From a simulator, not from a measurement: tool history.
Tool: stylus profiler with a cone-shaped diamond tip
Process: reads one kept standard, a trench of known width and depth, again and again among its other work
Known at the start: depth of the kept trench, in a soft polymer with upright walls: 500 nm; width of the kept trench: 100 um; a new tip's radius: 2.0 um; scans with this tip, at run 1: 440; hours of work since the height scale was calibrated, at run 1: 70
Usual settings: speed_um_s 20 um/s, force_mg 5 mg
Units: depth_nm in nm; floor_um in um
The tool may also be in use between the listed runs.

| run | hour | speed_um_s | force_mg | scans with this tip | hours of work since the height scale was calibrated | depth_nm | floor_um |
|---|---|---|---|---|---|---|---|
| 1 | 0 | 20 | 5 | 440 | 70 | 513.92 | 97.27 |
| 2 | 13.8 | 20 | 5 | 490 | 78 | 513.99 | 97.29 |
| 3 | 24.6 | 20 | 4.88 | 529 | 85 | 513.76 | 97.24 |
| 4 | 40.2 | 20 | 3 | 585 | 94 | 509.95 | 97.2 |
| 5 | 52.8 | 20 | 3 | 631 | 101 | 509.93 | 97.22 |
| 6 | 70.9 | 20 | 3 | 696 | 111 | 510.02 | 97.24 |
| 7 | 82.7 | 20 | 3 | 738 | 118 | 510.14 | 97.19 |
| 8 | 97.5 | 20 | 9.45 | 792 | 127 | 521.45 | 97.3 |
| 9 | 120.1 | 20 | 9.45 | 873 | 140 | 521.54 | 97.22 |
| 10 | 139.5 | 36 | 11.06 | 943 | 151 | 523.91 | 97.18 |
|  | 142.2 | height scale calibrated on a step standard |
| 11 | 161.2 | 20 | 5.62 | 1019 | 11 | 515.28 | 97.14 |
| 12 | 171.9 | 20 | 5.62 | 1058 | 17 | 515.29 | 97.2 |
| 13 | 184.6 | 20 | 5.62 | 1103 | 24 | 515.39 | 97.22 |
| 14 | 203.9 | 19 | 2.84 | 1173 | 36 | 509.81 | 97.18 |
| 15 | 221.5 | 39 | 7.9 | 1236 | 46 | 519.27 | 97.18 |
| 16 | 233.4 | 19 | 10.94 | 1279 | 53 | 523.91 | 97.2 |
| 17 | 258.9 | 8 | 10.05 | 1371 | 67 | 522.56 | 97.18 |
|  | 271.6 | height scale calibrated on a step standard, once more |
| 18 | 277.8 | 8 | 10.05 | 1438 | 4 | 522.49 | 97.23 |

4 ways to go on from here, each from the tool as it stands after run 18. What would each give?
| A | 302.4 | 5 | 13.93 | 1526 | 18 | ? | ? |
| B | 302.4 | 61 | 10.05 | 1526 | 18 | ? | ? |
| C | 302.4 | 8 | 5.15 | 1526 | 18 | ? | ? |
| D | 302.4 | 62 | 3.05 | 1526 | 18 | ? | ? |

| run | depth_nm | floor_um |
|---|---|---|
| A | 527.95 | 97.23 |
| B | 522.48 | 97.12 |
| C | 514.41 | 97.18 |
| D | 510.1 | 96.97 |
Without the tool's hidden state the same runs would have given:
| run | depth_nm | floor_um |
|---|---|---|
| A | 527.88 | 97.36 |
| B | 522.41 | 97.25 |
| C | 514.34 | 97.31 |
| D | 510.03 | 97.1 |
